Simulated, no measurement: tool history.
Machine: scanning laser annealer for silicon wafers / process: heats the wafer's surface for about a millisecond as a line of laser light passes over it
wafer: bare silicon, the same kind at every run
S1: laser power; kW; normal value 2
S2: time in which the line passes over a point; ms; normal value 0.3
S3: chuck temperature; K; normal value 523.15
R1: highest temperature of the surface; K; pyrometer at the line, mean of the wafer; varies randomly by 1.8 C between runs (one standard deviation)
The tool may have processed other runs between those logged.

run 1 day=0 | S1=2 S2=0.3 S3=523.15 | R1=1225.15
run 2 day=2.517 | S1=2 S2=0.3 S3=523.15 | R1=1223.15
run 3 day=4.417 | S1=2 S2=0.3 S3=523.15 | R1=1222.15
run 4 day=6.404 | S1=2 S2=0.3 S3=523.15 | R1=1223.15
run 5 day=8.083 | S1=2 S2=0.3 S3=503.15 | R1=1202.15
run 6 day=9.712 | S1=1.999 S2=0.3 S3=523.15 | R1=1217.15
run 7 day=11.583 | S1=1.999 S2=0.3 S3=523.15 | R1=1218.15
run 8 day=13.496 | S1=1.999 S2=0.3 S3=523.15 | R1=1214.15
run 9 day=14.867 | S1=2.163 S2=0.3 S3=523.15 | R1=1286.15
run 10 day=16.779 | S1=2.163 S2=0.3 S3=523.15 | R1=1287.15
run 11 day=18.154 | S1=2.163 S2=0.293 S3=523.15 | R1=1280.15
run 12 day=19.396 | S1=2.163 S2=0.293 S3=523.15 | R1=1276.15
run 13 day=21.846 | S1=2.163 S2=0.293 S3=523.15 | R1=1272.15
-- day=24.146 optics aligned, line set to its width
run 14 day=24.354 | S1=2 S2=0.227 S3=523.15 | R1=1142.15
run 15 day=25.471 | S1=2 S2=0.227 S3=523.15 | R1=1143.15
run 16 day=27.088 | S1=2 S2=0.3 S3=523.15 | R1=1225.15
run 17 day=29.579 | S1=2 S2=0.3 S3=523.15 | R1=1223.15
run 18 day=31.938 | S1=2 S2=0.333 S3=523.15 | R1=1256.15
run 19 day=33.617 | S1=2 S2=0.333 S3=523.15 | R1=1252.15
-- day=35.008 window over the wafer cleaned
run 20 day=35.667 | S1=2 S2=0.333 S3=523.15 | R1=1289.15
run 21 day=36.846 | S1=2.024 S2=0.371 S3=530.15 | R1=1346.15
run 22 day=39.35 | S1=2.024 S2=0.371 S3=530.15 | R1=1340.15
run 23 day=41.275 | S1=2.024 S2=0.371 S3=530.15 | R1=1343.15
run 24 day=42.712 | S1=2 S2=0.224 S3=523.15 | R1=1152.15
run 25 day=44.238 | S1=1.999 S2=0.258 S3=523.15 | R1=1191.15
run 26 day=46.254 | S1=2 S2=0.3 S3=553.15 | R1=1271.15
run 27 day=48.454 | S1=2 S2=0.3 S3=553.15 | R1=1269.15
run 28 day=51.008 | S1=2 S2=0.3 S3=553.15 | R1=1264.15
run 29 day=52.242 | S1=2 S2=0.378 S3=508.15 | R1=1300.15
run 30 day=54.546 | S1=2 S2=0.378 S3=508.15 | R1=1297.15
run 31 day=56.992 | S1=1.832 S2=0.378 S3=503.15 | R1=1206.15
run 32 day=58.721 | S1=1.826 S2=0.317 S3=493.15 | R1=1133.15
run 33 day=59.829 | S1=2.063 S2=0.317 S3=523.15 | R1=1276.15
run 34 day=62.292 | S1=2.123 S2=0.212 S3=491.15 | R1=1140.15
run 35 day=63.717 | S1=1.743 S2=0.34 S3=484.15 | R1=1102.15
run 36 day=64.975 | S1=1.809 S2=0.241 S3=544.15 | R1=1099.15
run 37 day=66.179 | S1=1.809 S2=0.241 S3=544.15 | R1=1097.15
run 38 day=68.192 | S1=2 S2=0.332 S3=562.15 | R1=1292.15
run 39 day=70.683 | S1=2 S2=0.332 S3=562.15 | R1=1290.15
run 40 day=72.992 | S1=1.74 S2=0.3 S3=508.15 | R1=1085.15

3 options for the next run, each taken on its own from the tool as it stands now. Forecast them:
run A day=74.125 | S1=2.126 S2=0.346 S3=556.15 | R1=?
run B day=74.125 | S1=1.955 S2=0.229 S3=497.15 | R1=?
run C day=74.125 | S1=2 S2=0.378 S3=523.15 | R1=?

run=A R1=1354.15
run=B R1=1090.15
run=C R1=1291.15
With no hidden state in the tool, these same runs would have given:
run=A R1=1417.15
run=B R1=1137.15
run=C R1=1352.15
